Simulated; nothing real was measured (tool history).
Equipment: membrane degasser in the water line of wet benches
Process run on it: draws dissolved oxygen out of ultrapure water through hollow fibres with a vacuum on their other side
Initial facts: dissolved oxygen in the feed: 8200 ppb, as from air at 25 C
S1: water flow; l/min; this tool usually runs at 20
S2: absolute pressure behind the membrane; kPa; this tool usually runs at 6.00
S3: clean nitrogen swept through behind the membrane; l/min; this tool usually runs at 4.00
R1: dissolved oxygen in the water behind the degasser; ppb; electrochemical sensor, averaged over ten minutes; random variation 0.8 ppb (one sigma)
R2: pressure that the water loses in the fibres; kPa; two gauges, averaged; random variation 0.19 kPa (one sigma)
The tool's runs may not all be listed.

run      day  S1    S2     S3     R1     R2
  1    0.000  20  6.00   4.00   74.0  38.62
  2   10.558  20  6.00   4.00   74.5  38.73
  3   17.133  20  6.00   4.00   74.7  38.56
  4   21.708  20  4.16   4.00   52.8  38.63
  5   31.625  20  6.00   4.00   76.5  39.00
  6   42.229  20  6.00  10.42   54.1  38.74
  7   51.888  20  6.00  10.42   52.8  38.64
  8   62.771  20  6.00   4.00   74.3  38.64
  9   72.571  30  6.00   4.00  175.3  58.32
 10   78.317  30  6.00   4.00  175.5  58.21
 11   89.362  30  6.00   4.00  177.1  58.68
      96.221  -- seals of the vacuum lines changed
 12  100.071  18  9.50   5.64   76.9  35.03
 13  107.721  12  9.50  10.49   24.9  23.39

Estimate the outcome of run 14 from the log above:
 14  115.062  16  6.00  7.98   ?   ?

R1: 32.7 ppb
R2: 31.22 kPa
On a tool with no hidden condition, and with the same random variation, this run would have come out at R1 32.6 ppb, R2 30.71 kPa.
